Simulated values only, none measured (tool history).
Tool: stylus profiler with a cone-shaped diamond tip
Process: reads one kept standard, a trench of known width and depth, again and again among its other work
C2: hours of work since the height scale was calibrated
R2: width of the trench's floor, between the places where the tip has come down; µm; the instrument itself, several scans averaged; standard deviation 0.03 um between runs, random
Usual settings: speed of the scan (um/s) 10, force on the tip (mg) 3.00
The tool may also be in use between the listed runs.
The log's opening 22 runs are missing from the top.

{"run": 23, "day": 68.608, "speed of the scan (um/s)": 5, "force on the tip (mg)": 1.74, "scans with this tip": 2046, "C2": 231, "depth of the trench (Å)": 2026.7, "R2": 27.18}
{"run": 24, "day": 70.908, "speed of the scan (um/s)": 5, "force on the tip (mg)": 1.74, "scans with this tip": 2311, "C2": 261, "depth of the trench (Å)": 2026.5, "R2": 27.24}
{"run": 25, "day": 73.233, "speed of the scan (um/s)": 12, "force on the tip (mg)": 3.0, "scans with this tip": 2578, "C2": 292, "depth of the trench (Å)": 2041.4, "R2": 27.15}
{"run": 26, "day": 76.254, "speed of the scan (um/s)": 5, "force on the tip (mg)": 3.17, "scans with this tip": 2926, "C2": 331, "depth of the trench (Å)": 2041.3, "R2": 27.15}
{"run": 27, "day": 78.554, "speed of the scan (um/s)": 9, "force on the tip (mg)": 3.17, "scans with this tip": 3191, "C2": 361, "depth of the trench (Å)": 2039.9, "R2": 27.16}
{"run": 28, "day": 81.379, "speed of the scan (um/s)": 2, "force on the tip (mg)": 3.17, "scans with this tip": 3516, "C2": 398, "depth of the trench (Å)": 2040.5, "R2": 27.12}
{"run": 29, "day": 85.092, "speed of the scan (um/s)": 2, "force on the tip (mg)": 1.25, "scans with this tip": 3943, "C2": 446, "depth of the trench (Å)": 2021.6, "R2": 27.14}
{"run": 30, "day": 87.275, "speed of the scan (um/s)": 2, "force on the tip (mg)": 1.25, "scans with this tip": 4195, "C2": 474, "depth of the trench (Å)": 2022.0, "R2": 27.17}
{"run": 31, "day": 90.379, "speed of the scan (um/s)": 4, "force on the tip (mg)": 6.87, "scans with this tip": 4552, "C2": 515, "depth of the trench (Å)": 2068.1, "R2": 27.19}
{"run": 32, "day": 94.854, "speed of the scan (um/s)": 7, "force on the tip (mg)": 8.45, "scans with this tip": 5067, "C2": 573, "depth of the trench (Å)": 2077.1, "R2": 27.22}
{"run": 33, "day": 97.258, "speed of the scan (um/s)": 5, "force on the tip (mg)": 8.26, "scans with this tip": 5344, "C2": 604, "depth of the trench (Å)": 2076.7, "R2": 27.17}
{"run": 34, "day": 99.804, "speed of the scan (um/s)": 5, "force on the tip (mg)": 8.26, "scans with this tip": 5637, "C2": 638, "depth of the trench (Å)": 2077.1, "R2": 27.19}

Each row is a separate what-if for the run after 34, all from the same tool condition, not one after another. Results?
{"run": "A", "day": 102.867, "speed of the scan (um/s)": 8, "force on the tip (mg)": 2.65, "scans with this tip": 5989, "C2": 677, "depth of the trench (Å)": "?", "R2": "?"}
{"run": "B", "day": 102.867, "speed of the scan (um/s)": 3, "force on the tip (mg)": 7.34, "scans with this tip": 5989, "C2": 677, "depth of the trench (Å)": "?", "R2": "?"}
{"run": "C", "day": 102.867, "speed of the scan (um/s)": 10, "force on the tip (mg)": 2.39, "scans with this tip": 5989, "C2": 677, "depth of the trench (Å)": "?", "R2": "?"}
{"run": "D", "day": 102.867, "speed of the scan (um/s)": 27, "force on the tip (mg)": 1.72, "scans with this tip": 5989, "C2": 677, "depth of the trench (Å)": "?", "R2": "?"}
{"run": "E", "day": 102.867, "speed of the scan (um/s)": 11, "force on the tip (mg)": 1.1, "scans with this tip": 5989, "C2": 677, "depth of the trench (Å)": "?", "R2": "?"}

run=A depth_of_the_trench_(Å)=2037.1 R2=27.19
run=B depth_of_the_trench_(Å)=2071.5 R2=27.18
run=C depth_of_the_trench_(Å)=2033.9 R2=27.16
run=D depth_of_the_trench_(Å)=2027.2 R2=27.10
run=E depth_of_the_trench_(Å)=2020.8 R2=27.13
Without the tool's unlogged condition, the same runs would have read:
run=A depth_of_the_trench_(Å)=2037.0 R2=27.20
run=B depth_of_the_trench_(Å)=2071.5 R2=27.18
run=C depth_of_the_trench_(Å)=2033.9 R2=27.17
run=D depth_of_the_trench_(Å)=2027.2 R2=27.10
run=E depth_of_the_trench_(Å)=2020.8 R2=27.14
